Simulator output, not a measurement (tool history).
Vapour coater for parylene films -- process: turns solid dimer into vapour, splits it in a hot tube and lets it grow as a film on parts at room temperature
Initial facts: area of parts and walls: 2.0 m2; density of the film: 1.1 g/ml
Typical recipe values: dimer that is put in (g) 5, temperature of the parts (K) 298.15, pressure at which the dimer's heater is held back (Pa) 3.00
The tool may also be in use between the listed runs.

run	hour	dimer that is put in (g)	temperature of the parts (K)	pressure at which the dimer's heater is held back (Pa)	thickness of the film (nm)
1	0.0	5	298.15	3.00	1253
2	11.8	5	298.15	3.00	1253
3	27.0	5	298.15	3.00	1247
4	38.8	5	310.15	3.00	908
5	58.5	5	298.15	3.00	1242
6	72.4	2	298.15	3.00	498
7	96.1	5	298.15	3.00	1251
8	108.2	5	298.15	2.69	1260
9	119.7	5	294.15	3.00	1375
10	136.7	5	294.15	3.00	1385
11	147.5	5	294.15	3.00	1380
12	163.5	5	294.15	3.00	1376
13	182.8	5	294.15	3.00	1377
14	203.7	5	294.15	3.00	1369
15	223.4	5	294.15	2.07	1427
16	242.6	5	294.15	2.07	1432
17	258.7	5	294.15	2.07	1425
18	271.1	5	294.15	2.07	1423
19	292.7	5	294.15	2.07	1424
# hour 298.7: trap's valve overhauled
20	311.6	5	294.15	2.07	1497
21	329.4	5	294.15	2.07	1495
22	352.2	4	300.15	3.47	961
23	366.3	5	294.15	2.45	1468
24	390.0	5	294.15	2.45	1466
25	405.3	6	298.15	9.57	1361
26	428.1	7	293.15	2.51	2110
27	439.4	7	293.15	2.51	2102
28	457.6	5	292.15	3.00	1498
29	481.1	3	292.15	10.23	781
30	504.3	4	296.15	4.95	1027
31	516.9	4	296.15	4.95	1022
32	533.7	4	296.15	4.95	1027
33	544.9	6	295.15	6.19	1526
34	555.8	5	304.15	3.00	1096
35	571.4	5	304.15	3.00	1084
36	589.1	5	304.15	3.00	1081
37	613.4	6	308.15	9.85	1028
38	626.2	6	298.15	3.00	1525
39	651.2	4	308.15	3.00	789

Predict each of these 5 candidate next runs independently; none follows another, all start after run 39:
A	662.1	5	298.15	7.56	?
B	662.1	5	298.15	2.76	?
C	662.1	5	299.15	5.02	?
D	662.1	2	308.15	10.88	?
E	662.1	4	297.15	3.00	?

run	thickness of the film (nm)
A	1147
B	1282
C	1162
D	337
E	1036
Without the tool's hidden state the same runs would have given:
run	thickness of the film (nm)
A	1188
B	1328
C	1204
D	349
E	1073
